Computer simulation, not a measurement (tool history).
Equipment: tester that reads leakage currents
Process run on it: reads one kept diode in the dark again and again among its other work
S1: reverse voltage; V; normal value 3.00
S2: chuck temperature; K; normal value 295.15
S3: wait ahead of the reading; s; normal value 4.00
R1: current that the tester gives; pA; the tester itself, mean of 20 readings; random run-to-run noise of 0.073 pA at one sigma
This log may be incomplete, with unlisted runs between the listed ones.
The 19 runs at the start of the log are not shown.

run	hour	S1	S2	S3	R1
20	1273.6	4.48	307.15	8.13	54.47
21	1321.0	3.82	295.15	0.92	20.76
22	1386.2	2.70	295.15	0.92	18.50
23	1442.4	2.70	295.15	0.92	18.65
24	1481.1	16.45	321.15	8.19	228.45
25	1545.6	9.24	304.15	8.19	55.40
26	1596.4	14.13	296.15	8.19	34.79
27	1668.0	1.55	296.15	0.31	17.25
28	1744.3	3.00	309.15	4.00	56.10
29	1817.9	6.97	295.15	6.19	25.06
30	1894.8	7.64	306.15	4.00	60.87
31	1962.0	3.66	319.15	0.34	125.25
32	2043.6	2.55	318.15	1.97	102.86
33	2103.5	2.55	318.15	1.97	102.58
34	2149.2	3.00	300.15	1.15	28.63
35	2237.0	3.00	300.15	1.15	28.74

Forecast each of these 5 alternatives for the next run:
A	2279.9	19.58	329.15	5.39	?
B	2279.9	3.00	332.15	4.00	?
C	2279.9	3.42	313.15	1.15	?
D	2279.9	1.24	300.15	7.62	?
E	2279.9	6.51	300.15	1.15	?

run	R1
A	421.14
B	281.89
C	79.48
D	21.35
E	37.62
The same runs, with their run-to-run variation unchanged, on a tool lacking any hidden condition would have given:
run	R1
A	402.16
B	270.96
C	75.78
D	20.25
E	35.01
